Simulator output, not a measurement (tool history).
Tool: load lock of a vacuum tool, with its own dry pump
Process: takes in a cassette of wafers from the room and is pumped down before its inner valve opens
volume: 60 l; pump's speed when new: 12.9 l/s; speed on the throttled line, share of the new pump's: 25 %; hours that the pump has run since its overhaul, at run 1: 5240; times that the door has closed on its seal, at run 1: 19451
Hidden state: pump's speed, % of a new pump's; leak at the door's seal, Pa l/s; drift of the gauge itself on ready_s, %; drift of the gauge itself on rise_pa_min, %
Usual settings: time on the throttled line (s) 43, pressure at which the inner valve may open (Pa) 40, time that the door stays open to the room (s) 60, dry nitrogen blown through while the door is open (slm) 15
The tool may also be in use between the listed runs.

| run | hour | time on the throttled line (s) | pressure at which the inner valve may open (Pa) | time that the door stays open to the room (s) | dry nitrogen blown through while the door is open (slm) | hours that the pump has run since its overhaul | times that the door has closed on its seal | incoming humidity of the room's air, % | time from the closed door until the inner valve may open (s) | rise of the pressure with all valves shut (Pa/min) |
|---|---|---|---|---|---|---|---|---|---|---|
| 1 | 0 | 43 | 40 | 60 | 15 | 5240 | 19451 | 43.5 | 70 | 0.122 |
| 2 | 191.6 | 25 | 40 | 60 | 15 | 5431 | 20272 | 48 | 57.7 | 0.129 |
| 3 | 305.7 | 25 | 40 | 60 | 15 | 5546 | 20761 | 43.6 | 57.1 | 0.13 |
| 4 | 473 | 25 | 40 | 60 | 15 | 5713 | 21477 | 42.3 | 57.4 | 0.14 |
| 5 | 601.3 | 43 | 40 | 90 | 15 | 5841 | 22027 | 46 | 70.5 | 0.148 |
| 6 | 724.2 | 43 | 40 | 60 | 15 | 5964 | 22553 | 42.8 | 70.7 | 0.15 |
| 7 | 817.1 | 43 | 40 | 68 | 15 | 6057 | 22951 | 48.2 | 70.3 | 0.161 |
| 8 | 908.8 | 43 | 40 | 60 | 4 | 6149 | 23344 | 44.9 | 70.3 | 0.171 |
| 9 | 1113.6 | 43 | 54 | 60 | 15 | 6353 | 24221 | 45.1 | 69.1 | 0.167 |
| 10 | 1328.5 | 43 | 39 | 196 | 15 | 6568 | 25142 | 44 | 70.3 | 0.185 |
| 11 | 1451.9 | 43 | 39 | 43 | 44 | 6692 | 25670 | 46.8 | 70.8 | 0.174 |
| 12 | 1599.9 | 43 | 68 | 60 | 15 | 6840 | 26304 | 44.2 | 67.9 | 0.189 |
| 13 | 1812.1 | 43 | 69 | 60 | 30 | 7052 | 27213 | 43.4 | 68.2 | 0.198 |
| 14 | 1920.2 | 43 | 69 | 60 | 30 | 7160 | 27676 | 42.4 | 66.8 | 0.2 |
| 15 | 2029.5 | 29 | 32 | 60 | 15 | 7269 | 28144 | 44.5 | 61.3 | 0.217 |
|  | 2125.1 | door's seal changed, seat wiped |
| 16 | 2240.5 | 29 | 32 | 44 | 15 | 7479 | 494 | 45.2 | 62.1 | 0.016 |
| 17 | 2371.3 | 33 | 48 | 60 | 39 | 7610 | 1055 | 45.2 | 63.3 | 0.013 |

Forecast each of these 5 alternatives for the next run:
| A | 2462.8 | 57 | 40 | 31 | 5 | 7701 | 1447 | 42 | ? | ? |
| B | 2462.8 | 33 | 48 | 60 | 13 | 7701 | 1447 | 46.2 | ? | ? |
| C | 2462.8 | 29 | 40 | 38 | 42 | 7701 | 1447 | 49.4 | ? | ? |
| D | 2462.8 | 43 | 40 | 60 | 16 | 7701 | 1447 | 45.6 | ? | ? |
| E | 2462.8 | 43 | 68 | 60 | 15 | 7701 | 1447 | 42 | ? | ? |

| run | time from the closed door until the inner valve may open (s) | rise of the pressure with all valves shut (Pa/min) |
|---|---|---|
| A | 80.2 | 0.026 |
| B | 62.2 | 0.023 |
| C | 61.5 | 0.014 |
| D | 69.7 | 0.022 |
| E | 68.2 | 0.022 |
Without the tool's hidden state the same runs would have given:
| run | time from the closed door until the inner valve may open (s) | rise of the pressure with all valves shut (Pa/min) |
|---|---|---|
| A | 78.4 | 0.023 |
| B | 60 | 0.02 |
| C | 59 | 0.011 |
| D | 67.6 | 0.019 |
| E | 66.4 | 0.019 |

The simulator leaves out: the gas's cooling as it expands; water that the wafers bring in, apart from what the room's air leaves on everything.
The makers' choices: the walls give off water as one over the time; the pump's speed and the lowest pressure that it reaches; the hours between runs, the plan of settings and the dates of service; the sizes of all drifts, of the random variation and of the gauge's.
